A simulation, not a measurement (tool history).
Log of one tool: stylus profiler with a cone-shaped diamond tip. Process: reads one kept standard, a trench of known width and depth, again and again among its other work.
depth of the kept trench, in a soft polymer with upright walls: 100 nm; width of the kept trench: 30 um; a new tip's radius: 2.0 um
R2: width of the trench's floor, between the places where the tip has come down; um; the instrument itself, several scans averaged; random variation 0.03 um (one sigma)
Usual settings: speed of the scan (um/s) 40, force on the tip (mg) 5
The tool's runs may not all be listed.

Run 1, day 0: usual settings. Result: depth of the trench (nm) 102.47, R2 28.4 um.
Run 2, day 1.338: usual settings but speed of the scan (um/s) 87. Result: depth of the trench (nm) 102.33, R2 28.32 um.
Run 3, day 2.771: usual settings but speed of the scan (um/s) 87. Result: depth of the trench (nm) 102.43, R2 28.31 um.
Run 4, day 4.571: usual settings but speed of the scan (um/s) 37. Result: depth of the trench (nm) 102.46, R2 28.4 um.
Run 5, day 6.233: usual settings but force on the tip (mg) 6.08. Result: depth of the trench (nm) 102.8, R2 28.4 um.
Run 6, day 7.767: usual settings but speed of the scan (um/s) 136. Result: depth of the trench (nm) 102.43, R2 28.09 um.
Run 7, day 9.429: usual settings but force on the tip (mg) 5.72. Result: depth of the trench (nm) 102.66, R2 28.32 um.
Run 8, day 10.654: usual settings but force on the tip (mg) 1.92. Result: depth of the trench (nm) 101.14, R2 28.32 um.
Run 9, day 11.954: usual settings but force on the tip (mg) 1.92. Result: depth of the trench (nm) 101.18, R2 28.28 um.
Run 10, day 13.829: usual settings but force on the tip (mg) 1.92. Result: depth of the trench (nm) 101.17, R2 28.28 um.
Run 11, day 14.817: usual settings but speed of the scan (um/s) 35. Result: depth of the trench (nm) 102.45, R2 28.36 um.
Run 12, day 16.675: usual settings but speed of the scan (um/s) 35. Result: depth of the trench (nm) 102.42, R2 28.41 um.
Run 13, day 18.3: usual settings but speed of the scan (um/s) 35. Result: depth of the trench (nm) 102.38, R2 28.36 um.
At day 19.183: height scale calibrated on a step standard.
Run 14, day 20.088: usual settings but speed of the scan (um/s) 33, force on the tip (mg) 4.97. Result: depth of the trench (nm) 102.65, R2 28.31 um.
Run 15, day 22.054: usual settings but speed of the scan (um/s) 18, force on the tip (mg) 5.66. Result: depth of the trench (nm) 102.88, R2 28.4 um.
Run 16, day 23.154: usual settings but speed of the scan (um/s) 18, force on the tip (mg) 5.66. Result: depth of the trench (nm) 102.91, R2 28.39 um.
Run 17, day 24.446: usual settings but speed of the scan (um/s) 36, force on the tip (mg) 5.66. Result: depth of the trench (nm) 102.91, R2 28.35 um.
Run 18, day 25.883: usual settings but speed of the scan (um/s) 63, force on the tip (mg) 2.52. Result: depth of the trench (nm) 101.72, R2 28.22 um.
Run 19, day 27.742: usual settings but speed of the scan (um/s) 19, force on the tip (mg) 8.81. Result: depth of the trench (nm) 103.86, R2 28.32 um.
Run 20, day 28.625: usual settings but speed of the scan (um/s) 19, force on the tip (mg) 8.81. Result: depth of the trench (nm) 103.78, R2 28.36 um.
Run 21, day 30.279: usual settings but speed of the scan (um/s) 19, force on the tip (mg) 8.81. Result: depth of the trench (nm) 103.9, R2 28.35 um.
Run 22, day 31.942: usual settings but speed of the scan (um/s) 23, force on the tip (mg) 8.81. Result: depth of the trench (nm) 103.81, R2 28.32 um.
Run 23, day 33.683: usual settings but speed of the scan (um/s) 27, force on the tip (mg) 2.92. Result: depth of the trench (nm) 101.82, R2 28.34 um.
Run 24, day 35.308: usual settings but speed of the scan (um/s) 76, force on the tip (mg) 6. Result: depth of the trench (nm) 102.93, R2 28.17 um.
Run 25, day 36.175: usual settings but speed of the scan (um/s) 76, force on the tip (mg) 6. Result: depth of the trench (nm) 102.96, R2 28.17 um.

The next listed run, before its measurement:
Run 26, day 37.167: usual settings but speed of the scan (um/s) 11, force on the tip (mg) 6.27. Result: depth of the trench (nm) ?, R2 ?.

Run 26 gave depth of the trench (nm) 103.07, R2 28.31 um.
Without the tool's hidden state the same run would have given depth of the trench (nm) 103.11, R2 28.71 um.

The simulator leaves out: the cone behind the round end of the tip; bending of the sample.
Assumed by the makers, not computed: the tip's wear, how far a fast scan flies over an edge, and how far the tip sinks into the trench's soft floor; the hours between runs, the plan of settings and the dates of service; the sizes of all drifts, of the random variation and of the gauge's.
